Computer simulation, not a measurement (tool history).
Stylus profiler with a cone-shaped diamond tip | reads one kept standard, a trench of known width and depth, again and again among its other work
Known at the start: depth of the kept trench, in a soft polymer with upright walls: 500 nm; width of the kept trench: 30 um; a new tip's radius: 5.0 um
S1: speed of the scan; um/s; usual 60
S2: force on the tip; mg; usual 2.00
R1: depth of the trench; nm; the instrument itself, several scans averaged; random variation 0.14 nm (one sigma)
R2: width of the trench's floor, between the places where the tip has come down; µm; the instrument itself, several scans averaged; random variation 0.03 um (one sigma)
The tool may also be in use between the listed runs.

run 1 day=0.000 | S1=60 S2=2.00 | R1=506.78 R2=25.22
run 2 day=2.125 | S1=60 S2=2.00 | R1=506.75 R2=25.14
run 3 day=3.804 | S1=29 S2=2.00 | R1=506.91 R2=25.20
run 4 day=5.750 | S1=29 S2=2.00 | R1=506.89 R2=25.23
run 5 day=7.175 | S1=29 S2=2.00 | R1=506.90 R2=25.21
run 6 day=8.346 | S1=60 S2=0.94 | R1=504.11 R2=24.99
run 7 day=9.771 | S1=60 S2=2.00 | R1=507.06 R2=25.01
run 8 day=11.654 | S1=60 S2=2.00 | R1=506.92 R2=25.04
run 9 day=12.867 | S1=99 S2=2.00 | R1=507.00 R2=24.88
run 10 day=14.612 | S1=60 S2=2.00 | R1=506.90 R2=24.95
run 11 day=16.371 | S1=60 S2=2.00 | R1=507.01 R2=24.89
run 12 day=18.517 | S1=60 S2=2.00 | R1=507.14 R2=24.90
run 13 day=20.825 | S1=60 S2=2.00 | R1=507.06 R2=24.89
run 14 day=22.896 | S1=60 S2=2.00 | R1=507.09 R2=24.77
run 15 day=23.933 | S1=60 S2=2.00 | R1=507.21 R2=24.76
run 16 day=25.850 | S1=60 S2=2.00 | R1=507.16 R2=24.75
run 17 day=27.412 | S1=60 S2=2.00 | R1=507.44 R2=24.73
run 18 day=29.483 | S1=60 S2=1.90 | R1=507.15 R2=24.68
run 19 day=31.875 | S1=60 S2=1.90 | R1=506.90 R2=24.62
run 20 day=34.250 | S1=60 S2=2.00 | R1=507.15 R2=24.60
run 21 day=35.650 | S1=60 S2=2.00 | R1=507.53 R2=24.59
run 22 day=37.771 | S1=99 S2=2.00 | R1=507.39 R2=24.36
run 23 day=38.958 | S1=99 S2=2.00 | R1=507.37 R2=24.35
run 24 day=40.971 | S1=99 S2=0.97 | R1=504.96 R2=24.19
run 25 day=42.633 | S1=99 S2=0.97 | R1=504.94 R2=24.15
run 26 day=44.846 | S1=99 S2=0.97 | R1=505.11 R2=24.14
run 27 day=46.808 | S1=99 S2=0.97 | R1=504.84 R2=24.09
run 28 day=48.704 | S1=181 S2=2.00 | R1=507.65 R2=23.93
run 29 day=49.712 | S1=16 S2=1.65 | R1=506.76 R2=24.50
run 30 day=50.779 | S1=60 S2=1.70 | R1=506.82 R2=24.32
run 31 day=53.033 | S1=60 S2=4.84 | R1=513.09 R2=24.29
run 32 day=54.233 | S1=226 S2=4.88 | R1=512.96 R2=23.90
run 33 day=56.212 | S1=43 S2=4.70 | R1=512.61 R2=24.33
run 34 day=57.792 | S1=43 S2=4.70 | R1=512.57 R2=24.28
run 35 day=59.983 | S1=43 S2=4.70 | R1=512.79 R2=24.27
run 36 day=61.788 | S1=178 S2=1.01 | R1=505.31 R2=23.45
run 37 day=63.442 | S1=178 S2=1.01 | R1=505.49 R2=23.47
run 38 day=65.521 | S1=16 S2=5.24 | R1=513.81 R2=24.24
run 39 day=66.821 | S1=71 S2=2.62 | R1=509.55 R2=24.04
run 40 day=68.529 | S1=60 S2=5.20 | R1=513.69 R2=24.10
run 41 day=69.858 | S1=60 S2=5.20 | R1=513.83 R2=24.07
run 42 day=71.888 | S1=60 S2=5.20 | R1=513.59 R2=24.03
run 43 day=73.633 | S1=36 S2=1.66 | R1=507.39 R2=23.99
-- day=73.850 height scale calibrated on a step standard
run 44 day=75.204 | S1=36 S2=1.66 | R1=505.46 R2=23.95
run 45 day=76.458 | S1=36 S2=2.01 | R1=506.32 R2=23.95
run 46 day=78.046 | S1=45 S2=1.19 | R1=504.78 R2=23.87

3 ways to go on from here, each from the tool as it stands after run 46. What would each give?
run A day=79.379 | S1=108 S2=1.02 | R1=? R2=?
run B day=79.379 | S1=23 S2=2.97 | R1=? R2=?
run C day=79.379 | S1=59 S2=0.92 | R1=? R2=?

run=A R1=504.44 R2=23.52
run=B R1=508.50 R2=24.02
run=C R1=503.68 R2=23.76
Without the tool's hidden state the same runs would have given:
run=A R1=504.38 R2=25.12
run=B R1=508.43 R2=25.62
run=C R1=503.62 R2=25.35

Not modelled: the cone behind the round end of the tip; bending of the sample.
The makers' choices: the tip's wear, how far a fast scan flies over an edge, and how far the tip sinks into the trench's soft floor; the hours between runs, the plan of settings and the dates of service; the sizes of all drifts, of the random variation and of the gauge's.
